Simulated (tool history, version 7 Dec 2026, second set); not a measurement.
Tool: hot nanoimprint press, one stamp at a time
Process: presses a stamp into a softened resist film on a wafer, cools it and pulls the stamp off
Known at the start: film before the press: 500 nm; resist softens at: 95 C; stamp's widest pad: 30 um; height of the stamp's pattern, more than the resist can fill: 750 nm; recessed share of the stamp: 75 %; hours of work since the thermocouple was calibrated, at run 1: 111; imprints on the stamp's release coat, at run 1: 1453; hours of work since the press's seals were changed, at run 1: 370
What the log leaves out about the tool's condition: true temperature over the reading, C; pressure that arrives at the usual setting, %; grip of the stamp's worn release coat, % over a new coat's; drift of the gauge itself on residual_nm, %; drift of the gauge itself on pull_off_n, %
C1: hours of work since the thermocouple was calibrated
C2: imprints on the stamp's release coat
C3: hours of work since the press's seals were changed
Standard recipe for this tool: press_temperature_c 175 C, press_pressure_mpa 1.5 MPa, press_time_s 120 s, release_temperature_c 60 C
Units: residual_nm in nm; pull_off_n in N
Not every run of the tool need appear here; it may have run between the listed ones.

run 1 hour=0 | press_temperature_c=175 press_pressure_mpa=1.5 press_time_s=120 release_temperature_c=60 | C1=111 C2=1453 C3=370 | residual_nm=187.3 pull_off_n=183
run 2 hour=21.7 | press_temperature_c=175 press_pressure_mpa=1.5 press_time_s=120 release_temperature_c=60 | C1=120 C2=1483 C3=380 | residual_nm=188.9 pull_off_n=182
run 3 hour=37.6 | press_temperature_c=175 press_pressure_mpa=1.5 press_time_s=120 release_temperature_c=60 | C1=127 C2=1504 C3=387 | residual_nm=187.3 pull_off_n=183
run 4 hour=58.8 | press_temperature_c=175 press_pressure_mpa=1.5 press_time_s=120 release_temperature_c=60 | C1=136 C2=1533 C3=396 | residual_nm=187.5 pull_off_n=180
run 5 hour=72.9 | press_temperature_c=175 press_pressure_mpa=1.5 press_time_s=120 release_temperature_c=60 | C1=142 C2=1552 C3=402 | residual_nm=187.4 pull_off_n=181
run 6 hour=86.9 | press_temperature_c=175 press_pressure_mpa=1.5 press_time_s=191 release_temperature_c=60 | C1=148 C2=1571 C3=408 | residual_nm=159.2 pull_off_n=187
run 7 hour=103.4 | press_temperature_c=175 press_pressure_mpa=1.5 press_time_s=191 release_temperature_c=60 | C1=155 C2=1593 C3=415 | residual_nm=159.1 pull_off_n=182
run 8 hour=124.4 | press_temperature_c=175 press_pressure_mpa=1.5 press_time_s=191 release_temperature_c=60 | C1=164 C2=1621 C3=424 | residual_nm=158.9 pull_off_n=187
run 9 hour=145.5 | press_temperature_c=175 press_pressure_mpa=1.5 press_time_s=191 release_temperature_c=60 | C1=173 C2=1649 C3=433 | residual_nm=157.9 pull_off_n=186
run 10 hour=166.8 | press_temperature_c=175 press_pressure_mpa=1.5 press_time_s=120 release_temperature_c=60 | C1=183 C2=1678 C3=442 | residual_nm=188.2 pull_off_n=188
run 11 hour=188.5 | press_temperature_c=175 press_pressure_mpa=1.02 press_time_s=120 release_temperature_c=60 | C1=192 C2=1707 C3=451 | residual_nm=231.6 pull_off_n=187
run 12 hour=207.4 | press_temperature_c=175 press_pressure_mpa=1.02 press_time_s=120 release_temperature_c=60 | C1=200 C2=1733 C3=460 | residual_nm=233.8 pull_off_n=189
run 13 hour=229.1 | press_temperature_c=181 press_pressure_mpa=1.5 press_time_s=120 release_temperature_c=60 | C1=209 C2=1762 C3=469 | residual_nm=159 pull_off_n=194
run 14 hour=250.5 | press_temperature_c=175 press_pressure_mpa=1.5 press_time_s=120 release_temperature_c=54 | C1=219 C2=1791 C3=478 | residual_nm=188.8 pull_off_n=199
run 15 hour=267.3 | press_temperature_c=175 press_pressure_mpa=1.5 press_time_s=83 release_temperature_c=60 | C1=226 C2=1814 C3=485 | residual_nm=215.9 pull_off_n=197
run 16 hour=286.7 | press_temperature_c=163 press_pressure_mpa=1.95 press_time_s=196 release_temperature_c=60 | C1=234 C2=1840 C3=494 | residual_nm=205.2 pull_off_n=205
-- hour=303.2 stamp cleaned and given a new release coat
run 17 hour=305.9 | press_temperature_c=163 press_pressure_mpa=1.95 press_time_s=196 release_temperature_c=60 | C1=240 C2=3 C3=499 | residual_nm=203.3 pull_off_n=146
run 18 hour=319.5 | press_temperature_c=177 press_pressure_mpa=1.39 press_time_s=237 release_temperature_c=60 | C1=246 C2=22 C3=505 | residual_nm=143.9 pull_off_n=141
run 19 hour=337.7 | press_temperature_c=177 press_pressure_mpa=1.39 press_time_s=237 release_temperature_c=60 | C1=253 C2=46 C3=513 | residual_nm=145.4 pull_off_n=143
run 20 hour=351.2 | press_temperature_c=177 press_pressure_mpa=1 press_time_s=237 release_temperature_c=60 | C1=259 C2=64 C3=519 | residual_nm=173.1 pull_off_n=145
run 21 hour=375.2 | press_temperature_c=175 press_pressure_mpa=1.5 press_time_s=101 release_temperature_c=52 | C1=270 C2=97 C3=529 | residual_nm=205.7 pull_off_n=161
run 22 hour=387.1 | press_temperature_c=184 press_pressure_mpa=1.08 press_time_s=101 release_temperature_c=48 | C1=275 C2=113 C3=534 | residual_nm=188.6 pull_off_n=163
run 23 hour=409.7 | press_temperature_c=180 press_pressure_mpa=1.06 press_time_s=191 release_temperature_c=54 | C1=284 C2=143 C3=544 | residual_nm=166.9 pull_off_n=152
run 24 hour=426.9 | press_temperature_c=180 press_pressure_mpa=1.06 press_time_s=191 release_temperature_c=54 | C1=292 C2=166 C3=551 | residual_nm=167.6 pull_off_n=160
run 25 hour=443.2 | press_temperature_c=180 press_pressure_mpa=1.44 press_time_s=62 release_temperature_c=54 | C1=299 C2=188 C3=558 | residual_nm=214 pull_off_n=160
run 26 hour=461.8 | press_temperature_c=177 press_pressure_mpa=2.32 press_time_s=110 release_temperature_c=66 | C1=307 C2=213 C3=566 | residual_nm=145.6 pull_off_n=145
run 27 hour=485.5 | press_temperature_c=186 press_pressure_mpa=2.32 press_time_s=126 release_temperature_c=66 | C1=317 C2=245 C3=576 | residual_nm=106.7 pull_off_n=141
run 28 hour=508.3 | press_temperature_c=186 press_pressure_mpa=2.32 press_time_s=126 release_temperature_c=66 | C1=327 C2=276 C3=586 | residual_nm=106.4 pull_off_n=137
run 29 hour=526 | press_temperature_c=175 press_pressure_mpa=1.5 press_time_s=120 release_temperature_c=61 | C1=334 C2=300 C3=594 | residual_nm=191.6 pull_off_n=147
run 30 hour=538.6 | press_temperature_c=173 press_pressure_mpa=1.8 press_time_s=63 release_temperature_c=50 | C1=340 C2=317 C3=599 | residual_nm=232.7 pull_off_n=164

Below, some changes in residual_nm between adjacent runs. For each, the amount present without the hidden state too (settings, incoming material, random variation) and the amount remaining for the hidden state with gauge scatter not shared by both compared results:
Run 12 -> 13: press_temperature_c 175 -> 181, press_pressure_mpa 1.02 -> 1.5. residual_nm -74.8 nm: hidden state -1.6, all else -73.2.
Run 17 -> 18: press_temperature_c 163 -> 177, press_pressure_mpa 1.95 -> 1.39, press_time_s 196 -> 237. residual_nm -59.4 nm: hidden state -3.1, all else -56.3.
Run 25 -> 26: press_temperature_c 180 -> 177, press_pressure_mpa 1.44 -> 2.32, press_time_s 62 -> 110, release_temperature_c 54 -> 66. residual_nm -68.4 nm: hidden state -1.4, all else -67.
Run 26 -> 27: press_temperature_c 177 -> 186, press_time_s 110 -> 126. residual_nm -38.9 nm: hidden state -2, all else -36.9.
Run 28 -> 29: press_temperature_c 186 -> 175, press_pressure_mpa 2.32 -> 1.5, press_time_s 126 -> 120, release_temperature_c 66 -> 61. residual_nm +85.2 nm: hidden state +4, all else +81.2.

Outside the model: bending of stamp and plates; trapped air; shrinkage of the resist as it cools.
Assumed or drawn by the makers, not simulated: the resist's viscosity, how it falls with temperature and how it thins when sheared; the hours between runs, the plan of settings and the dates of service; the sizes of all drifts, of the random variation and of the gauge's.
